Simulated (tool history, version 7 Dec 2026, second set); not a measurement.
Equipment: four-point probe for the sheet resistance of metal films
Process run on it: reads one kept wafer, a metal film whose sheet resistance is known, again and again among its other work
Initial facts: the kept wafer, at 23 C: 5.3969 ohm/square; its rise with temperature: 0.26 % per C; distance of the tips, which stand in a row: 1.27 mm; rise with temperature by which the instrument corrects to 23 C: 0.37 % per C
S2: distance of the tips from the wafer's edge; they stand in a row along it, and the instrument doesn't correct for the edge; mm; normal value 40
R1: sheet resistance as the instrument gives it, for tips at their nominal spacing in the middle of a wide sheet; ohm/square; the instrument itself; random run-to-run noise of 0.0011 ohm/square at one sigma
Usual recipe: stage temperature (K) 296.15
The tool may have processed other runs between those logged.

{"run": 1, "hour": 0.0, "stage temperature (K)": 296.15, "S2": 40, "R1": 5.378198}
{"run": 2, "hour": 8.3, "stage temperature (K)": 296.15, "S2": 40, "R1": 5.379598}
{"run": 3, "hour": 17.1, "stage temperature (K)": 305.15, "S2": 40, "R1": 5.326673}
{"run": 4, "hour": 27.8, "stage temperature (K)": 305.15, "S2": 40, "R1": 5.327362}
{"run": 5, "hour": 41.9, "stage temperature (K)": 305.15, "S2": 40, "R1": 5.32425}
{"hour": 43.3, "done": "stage's thermometer calibrated"}
{"run": 6, "hour": 60.1, "stage temperature (K)": 305.15, "S2": 40, "R1": 5.325377}
{"run": 7, "hour": 69.5, "stage temperature (K)": 299.15, "S2": 26, "R1": 5.361914}
{"run": 8, "hour": 87.9, "stage temperature (K)": 299.15, "S2": 26, "R1": 5.362525}

For run 9, what comes out?
{"run": 9, "hour": 99.7, "stage temperature (K)": 295.15, "S2": 4, "R1": "?"}

Run 9 produced R1 5.656741 ohm/square.
Were there no unlogged condition in the tool, this run, its random variation unchanged, would have produced R1 5.680560 ohm/square.
